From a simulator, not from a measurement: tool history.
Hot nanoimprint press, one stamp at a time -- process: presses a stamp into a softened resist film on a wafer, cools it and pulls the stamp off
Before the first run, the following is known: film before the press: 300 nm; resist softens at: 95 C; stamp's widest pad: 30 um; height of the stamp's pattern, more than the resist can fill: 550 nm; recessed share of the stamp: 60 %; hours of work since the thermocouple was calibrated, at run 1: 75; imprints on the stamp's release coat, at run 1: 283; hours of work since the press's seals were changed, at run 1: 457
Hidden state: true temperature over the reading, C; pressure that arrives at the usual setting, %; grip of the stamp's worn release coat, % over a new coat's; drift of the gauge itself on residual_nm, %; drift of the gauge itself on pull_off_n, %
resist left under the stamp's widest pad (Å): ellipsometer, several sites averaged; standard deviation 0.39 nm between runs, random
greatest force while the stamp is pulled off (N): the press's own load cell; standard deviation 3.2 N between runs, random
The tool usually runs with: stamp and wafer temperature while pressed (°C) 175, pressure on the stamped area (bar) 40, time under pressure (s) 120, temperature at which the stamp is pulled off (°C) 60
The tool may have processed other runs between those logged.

run,hour,stamp and wafer temperature while pressed (°C),pressure on the stamped area (bar),time under pressure (s),temperature at which the stamp is pulled off (°C),hours of work since the thermocouple was calibrated,imprints on the stamp's release coat,hours of work since the press's seals were changed,resist left under the stamp's widest pad (Å),greatest force while the stamp is pulled off (N)
1,0,175,40,120,60,75,283,457,1724,155
2,24.7,175,40,120,60,94,355,476,1729,159
3,41.9,175,40,120,60,108,404,489,1725,152
4,54.8,175,40,120,60,118,441,499,1729,160
5,77.6,175,40,120,60,135,507,517,1715,157
6,105.4,175,40,120,60,157,588,538,1726,153
7,131.7,175,40,62,60,177,664,558,2049,143
8,152.3,175,40,62,60,193,723,574,2064,156
9,173.2,175,40,125,60,209,784,590,1698,154
10,198,175,40,125,60,228,855,609,1695,155
11,215.4,175,40,125,60,241,905,623,1699,159
12,235.1,175,40,125,60,256,962,638,1697,154
# hour 250.6: stamp cleaned and given a new release coat
13,266.5,175,40,125,60,276,45,657,1695,153
14,280,175,51.4,120,60,286,84,668,1509,147
15,299,175,51.4,120,60,301,139,682,1515,152
16,323.4,175,51.4,120,60,319,210,701,1511,151
17,352.3,175,51.4,120,60,342,293,723,1504,148
18,368.3,175,51.4,120,60,354,339,735,1505,157
19,389.9,175,49.6,120,60,371,402,752,1533,150
20,411.1,164,40.8,120,50,387,463,768,2125,167
# hour 430.5: plate thermocouple calibrated
21,439.5,175,61.3,120,60,7,536,788,1373,153
22,467.4,178,40,77,64,28,617,809,1809,149
23,494.3,185,32.4,112,54,49,695,830,1552,164
24,506.6,175,47.4,142,56,58,730,839,1491,157
25,518.4,175,47.4,142,56,68,764,849,1484,157
26,547,175,47.4,142,56,90,847,871,1487,161
27,571.4,175,38,171,49,108,917,889,1568,171
28,593.1,175,55.6,64,52,125,980,906,1744,166
# hour 603.8: stamp cleaned and given a new release coat
29,622.5,185,55.6,142,62,143,54,924,1067,149

Branching from run 29: 5 alternative next runs. What would each branch give?
A,638.8,175,26.8,71,47,155,101,936,?,?
B,638.8,185,51.9,79,62,155,101,936,?,?
C,638.8,175,28.8,148,60,155,101,936,?,?
D,638.8,169,55.6,142,61,155,101,936,?,?
E,638.8,175,25.2,80,60,155,101,936,?,?

run,resist left under the stamp's widest pad (Å),greatest force while the stamp is pulled off (N)
A,2251,172
B,1361,151
C,1850,158
D,1580,153
E,2250,151
Stripped of hidden state, with their random variation kept, the same runs would have yielded:
run,resist left under the stamp's widest pad (Å),greatest force while the stamp is pulled off (N)
A,2301,171
B,1391,151
C,1891,158
D,1614,153
E,2300,151
